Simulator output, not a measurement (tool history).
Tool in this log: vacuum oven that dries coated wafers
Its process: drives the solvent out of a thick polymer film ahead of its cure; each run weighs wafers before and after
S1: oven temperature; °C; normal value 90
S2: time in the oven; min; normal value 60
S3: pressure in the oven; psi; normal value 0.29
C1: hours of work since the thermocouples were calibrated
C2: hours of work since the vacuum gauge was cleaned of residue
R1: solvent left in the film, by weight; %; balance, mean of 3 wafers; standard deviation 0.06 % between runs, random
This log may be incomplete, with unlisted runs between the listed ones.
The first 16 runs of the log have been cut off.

Run 17, hour 1251.3: usual settings but S1 98 °C, S2 35 min; C1 169; C2 389. Result: R1 2.98 %.
Run 18, hour 1326.6: usual settings but S1 98 °C, S2 35 min; C1 227; C2 447. Result: R1 2.9 %.
Run 19, hour 1394.2: usual settings but S1 98 °C, S2 35 min; C1 280; C2 500. Result: R1 2.91 %.
Run 20, hour 1490.4: usual settings but S1 98 °C, S2 35 min; C1 355; C2 575. Result: R1 2.85 %.
Run 21, hour 1539.9: usual settings but S1 96 °C, S2 30 min, S3 0.534 psi; C1 393; C2 613. Result: R1 5.09 %.
Run 22, hour 1606.7: usual settings but S1 96 °C, S2 30 min, S3 0.534 psi; C1 445; C2 665. Result: R1 5.23 %.
Run 23, hour 1652.9: usual settings but S1 96 °C, S2 30 min, S3 0.534 psi; C1 481; C2 701. Result: R1 5.2 %.
Run 24, hour 1710.5: usual settings but S1 99 °C, S3 0.154 psi; C1 526; C2 746. Result: R1 0.92 %.
Run 25, hour 1804.3: usual settings but S1 98 °C, S3 0.585 psi; C1 599; C2 819. Result: R1 2.84 %.
Run 26, hour 1881.2: usual settings but S1 98 °C, S3 0.585 psi; C1 659; C2 879. Result: R1 2.83 %.
Run 27, hour 1984.9: usual settings but S1 98 °C, S2 37 min, S3 0.616 psi; C1 740; C2 960. Result: R1 4.03 %.
Run 28, hour 2057.7: usual settings but S2 36 min; C1 796; C2 1017. Result: R1 5.52 %.
Run 29, hour 2118.5: usual settings but S1 85 °C, S2 70 min, S3 0.953 psi; C1 844; C2 1064. Result: R1 8.44 %.
At hour 2152.8: vacuum gauge cleaned of residue and calibrated.
Run 30, hour 2183.5: usual settings but S1 85 °C, S2 70 min, S3 0.953 psi; C1 893; C2 24. Result: R1 8.52 %.
Run 31, hour 2234.2: usual settings but S1 91 °C, S2 53 min; C1 933; C2 63. Result: R1 3.46 %.
Run 32, hour 2286.5: usual settings but S1 85 °C, S2 72 min; C1 973; C2 104. Result: R1 4.24 %.
Run 33, hour 2357.8: usual settings but S1 85 °C, S2 31 min; C1 1029; C2 160. Result: R1 8.01 %.
Run 34, hour 2417.2: usual settings but S1 85 °C, S2 31 min; C1 1075; C2 206. Result: R1 8.09 %.
At hour 2470.1: oven's thermocouples calibrated.
Run 35, hour 2518.7: usual settings but S1 85 °C, S2 31 min; C1 38; C2 283. Result: R1 8.21 %.
Run 36, hour 2600: usual settings but S1 85 °C, S2 33 min, S3 0.545 psi; C1 101; C2 347. Result: R1 9.12 %.
Run 37, hour 2687.2: usual settings but S1 101 °C, S2 44 min, S3 0.219 psi; C1 169; C2 415. Result: R1 1.45 %.
Run 38, hour 2739.5: usual settings but S1 91 °C, S2 44 min, S3 0.267 psi; C1 210; C2 455. Result: R1 4.13 %.
Run 39, hour 2789.2: usual settings but S1 83 °C, S2 40 min, S3 0.267 psi; C1 248; C2 494. Result: R1 7.58 %.
Run 40, hour 2850.3: usual settings but S1 83 °C, S2 38 min, S3 0.191 psi; C1 296; C2 542. Result: R1 7.46 %.

3 options for the next run, each taken on its own from the tool as it stands now. Forecast them:
Run A, hour 2903.2: usual settings but S1 81 °C, S2 57 min, S3 0.429 psi; C1 337; C2 583. Result: R1 ?.
Run B, hour 2903.2: usual settings but S1 88 °C, S2 38 min, S3 1.127 psi; C1 337; C2 583. Result: R1 ?.
Run C, hour 2903.2: usual settings but S2 49 min; C1 337; C2 583. Result: R1 ?.

run    R1
  A  7.76
  B  9.86
  C  4.16
Take away the tool's hidden state, keep each run's random variation, and the runs would have read:
run    R1
  A  7.78
  B  9.87
  C  4.17
